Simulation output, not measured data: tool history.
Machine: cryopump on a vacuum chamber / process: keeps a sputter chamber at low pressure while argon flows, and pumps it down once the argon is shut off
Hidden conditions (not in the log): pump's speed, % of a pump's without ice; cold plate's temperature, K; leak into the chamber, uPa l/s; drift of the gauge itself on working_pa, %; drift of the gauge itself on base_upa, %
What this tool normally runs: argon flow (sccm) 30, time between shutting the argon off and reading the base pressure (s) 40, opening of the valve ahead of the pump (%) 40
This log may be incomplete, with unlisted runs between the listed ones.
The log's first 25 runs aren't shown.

run	hour	argon flow (sccm)	time between shutting the argon off and reading the base pressure (s)	opening of the valve ahead of the pump (%)	hours of work since the pump was warmed up and emptied	hours of work since the cold head was overhauled	hours of work since the chamber's fittings were tightened	pressure while argon flows (Pa)	pressure after the wait (uPa)
# hour 1498.1: pump warmed up, emptied and cooled again
26	1539.4	21	27	26	30	1919	958	0.0567	2.75
27	1620.8	17	30	42	90	1979	1018	0.0290	2.73
28	1698.6	42	30	26	147	2036	1075	0.1140	2.78
29	1757.1	27	37	23	190	2079	1118	0.0823	2.36
30	1805.3	27	37	23	225	2114	1153	0.0833	2.46
31	1887.4	42	100	28	285	2175	1214	0.1081	1.54
32	1967.7	30	52	40	344	2234	1272	0.0556	2.11
33	2027.8	30	169	40	388	2278	1316	0.0551	1.41
34	2062.6	20	36	40	414	2303	1342	0.0375	2.67

What if the next run were any one of these 4? Each begins from the tool's condition after run 34:
A	2114.0	20	26	28	452	2341	1380	?	?
B	2114.0	12	33	40	452	2341	1380	?	?
C	2114.0	35	22	53	452	2341	1380	?	?
D	2114.0	20	36	26	452	2341	1380	?	?

run	pressure while argon flows (Pa)	pressure after the wait (uPa)
A	0.0512	3.38
B	0.0227	2.88
C	0.0513	3.81
D	0.0568	2.76
Had the tool no hidden state, the same runs would have come out as:
run	pressure while argon flows (Pa)	pressure after the wait (uPa)
A	0.0480	2.35
B	0.0208	1.85
C	0.0456	2.79
D	0.0535	1.73
